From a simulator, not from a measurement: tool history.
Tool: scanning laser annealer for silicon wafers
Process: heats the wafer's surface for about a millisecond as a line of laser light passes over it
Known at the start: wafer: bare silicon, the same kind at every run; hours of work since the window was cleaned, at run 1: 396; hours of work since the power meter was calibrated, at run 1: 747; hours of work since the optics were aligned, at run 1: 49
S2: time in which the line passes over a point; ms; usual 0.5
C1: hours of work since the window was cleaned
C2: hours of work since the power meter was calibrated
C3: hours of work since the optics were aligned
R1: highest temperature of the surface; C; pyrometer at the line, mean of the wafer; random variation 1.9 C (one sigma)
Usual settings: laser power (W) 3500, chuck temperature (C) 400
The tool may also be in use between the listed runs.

{"run": 1, "day": 0.0, "laser power (W)": 3500, "S2": 0.5, "chuck temperature (C)": 400, "C1": 396, "C2": 747, "C3": 49, "R1": 1191}
{"day": 1.233, "done": "window over the wafer cleaned"}
{"run": 2, "day": 2.783, "laser power (W)": 3500, "S2": 0.5, "chuck temperature (C)": 400, "C1": 28, "C2": 796, "C3": 98, "R1": 1184}
{"run": 3, "day": 6.379, "laser power (W)": 3500, "S2": 0.5, "chuck temperature (C)": 400, "C1": 93, "C2": 861, "C3": 164, "R1": 1180}
{"run": 4, "day": 8.188, "laser power (W)": 3500, "S2": 0.5, "chuck temperature (C)": 400, "C1": 126, "C2": 894, "C3": 196, "R1": 1178}
{"run": 5, "day": 11.029, "laser power (W)": 3500, "S2": 0.446, "chuck temperature (C)": 400, "C1": 178, "C2": 945, "C3": 248, "R1": 1138}
{"day": 14.046, "done": "window over the wafer cleaned, once more"}
{"run": 6, "day": 14.483, "laser power (W)": 3500, "S2": 0.446, "chuck temperature (C)": 400, "C1": 8, "C2": 1007, "C3": 309, "R1": 1159}
{"run": 7, "day": 16.688, "laser power (W)": 3500, "S2": 0.572, "chuck temperature (C)": 400, "C1": 48, "C2": 1046, "C3": 349, "R1": 1241}
{"run": 8, "day": 19.888, "laser power (W)": 3500, "S2": 0.572, "chuck temperature (C)": 400, "C1": 106, "C2": 1105, "C3": 407, "R1": 1239}
{"run": 9, "day": 21.558, "laser power (W)": 3136, "S2": 0.387, "chuck temperature (C)": 404, "C1": 136, "C2": 1135, "C3": 437, "R1": 1023}
{"run": 10, "day": 25.108, "laser power (W)": 3159, "S2": 0.553, "chuck temperature (C)": 374, "C1": 201, "C2": 1199, "C3": 502, "R1": 1104}

5 ways to go on from here, each from the tool as it stands after run 10. What would each give?
{"run": "A", "day": 26.854, "laser power (W)": 3159, "S2": 0.553, "chuck temperature (C)": 361, "C1": 232, "C2": 1231, "C3": 533, "R1": "?"}
{"run": "B", "day": 26.854, "laser power (W)": 3307, "S2": 0.5, "chuck temperature (C)": 427, "C1": 232, "C2": 1231, "C3": 533, "R1": "?"}
{"run": "C", "day": 26.854, "laser power (W)": 3259, "S2": 0.361, "chuck temperature (C)": 367, "C1": 232, "C2": 1231, "C3": 533, "R1": "?"}
{"run": "D", "day": 26.854, "laser power (W)": 3746, "S2": 0.612, "chuck temperature (C)": 415, "C1": 232, "C2": 1231, "C3": 533, "R1": "?"}
{"run": "E", "day": 26.854, "laser power (W)": 3144, "S2": 0.553, "chuck temperature (C)": 374, "C1": 232, "C2": 1231, "C3": 533, "R1": "?"}

run=A R1=1089
run=B R1=1163
run=C R1=989
run=D R1=1340
run=E R1=1096
Without the tool's hidden state the same runs would have given:
run=A R1=1112
run=B R1=1186
run=C R1=1009
run=D R1=1369
run=E R1=1119
